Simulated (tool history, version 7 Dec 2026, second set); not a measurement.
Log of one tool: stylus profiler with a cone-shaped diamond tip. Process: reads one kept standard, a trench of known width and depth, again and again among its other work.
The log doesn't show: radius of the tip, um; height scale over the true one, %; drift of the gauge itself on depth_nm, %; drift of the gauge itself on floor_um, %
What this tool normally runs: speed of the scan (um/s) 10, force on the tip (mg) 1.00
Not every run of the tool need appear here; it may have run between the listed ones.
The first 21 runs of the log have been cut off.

| run | hour | speed of the scan (um/s) | force on the tip (mg) | scans with this tip | hours of work since the height scale was calibrated | depth of the trench (nm) | width of the trench's floor (um) |
|---|---|---|---|---|---|---|---|
| 22 | 658.9 | 10 | 0.52 | 21599 | 1643 | 1003.88 | 43.93 |
| 23 | 682.7 | 29 | 1.33 | 21827 | 1661 | 1007.28 | 43.87 |
| 24 | 717.3 | 10 | 0.40 | 22159 | 1686 | 1003.07 | 43.87 |
| 25 | 738.4 | 10 | 0.40 | 22361 | 1701 | 1003.08 | 43.88 |
| 26 | 763.8 | 7 | 0.74 | 22605 | 1720 | 1004.59 | 43.92 |
| 27 | 791.5 | 21 | 2.31 | 22870 | 1740 | 1010.22 | 43.95 |
| 28 | 811.9 | 21 | 2.31 | 23065 | 1755 | 1010.20 | 43.91 |
| 29 | 850.9 | 21 | 2.31 | 23439 | 1783 | 1009.89 | 43.91 |
| 30 | 880.5 | 17 | 1.14 | 23723 | 1805 | 1006.32 | 43.88 |
| 31 | 903.9 | 4 | 2.61 | 23947 | 1822 | 1011.27 | 43.98 |
| 32 | 935.8 | 2 | 0.43 | 24253 | 1845 | 1003.49 | 44.00 |
| 33 | 964.1 | 35 | 1.11 | 24524 | 1866 | 1005.80 | 43.76 |
| 34 | 984.2 | 12 | 0.81 | 24717 | 1881 | 1005.06 | 43.93 |
| 35 | 1024.9 | 12 | 0.81 | 25107 | 1910 | 1005.24 | 43.93 |
| 36 | 1049.2 | 21 | 1.47 | 25340 | 1928 | 1007.24 | 43.94 |

Alternative continuations, all from the tool just after run 36; predict every row:
| A | 1089.3 | 13 | 1.26 | 25724 | 1957 | ? | ? |
| B | 1089.3 | 8 | 0.37 | 25724 | 1957 | ? | ? |
| C | 1089.3 | 21 | 1.41 | 25724 | 1957 | ? | ? |
| D | 1089.3 | 4 | 1.31 | 25724 | 1957 | ? | ? |

| run | depth of the trench (nm) | width of the trench's floor (um) |
|---|---|---|
| A | 1006.30 | 43.96 |
| B | 1003.00 | 43.91 |
| C | 1007.62 | 43.90 |
| D | 1006.87 | 43.99 |
Had the tool no hidden state, the same runs would have come out as:
| run | depth of the trench (nm) | width of the trench's floor (um) |
|---|---|---|
| A | 1006.27 | 43.97 |
| B | 1002.97 | 43.92 |
| C | 1007.59 | 43.91 |
| D | 1006.84 | 44.00 |

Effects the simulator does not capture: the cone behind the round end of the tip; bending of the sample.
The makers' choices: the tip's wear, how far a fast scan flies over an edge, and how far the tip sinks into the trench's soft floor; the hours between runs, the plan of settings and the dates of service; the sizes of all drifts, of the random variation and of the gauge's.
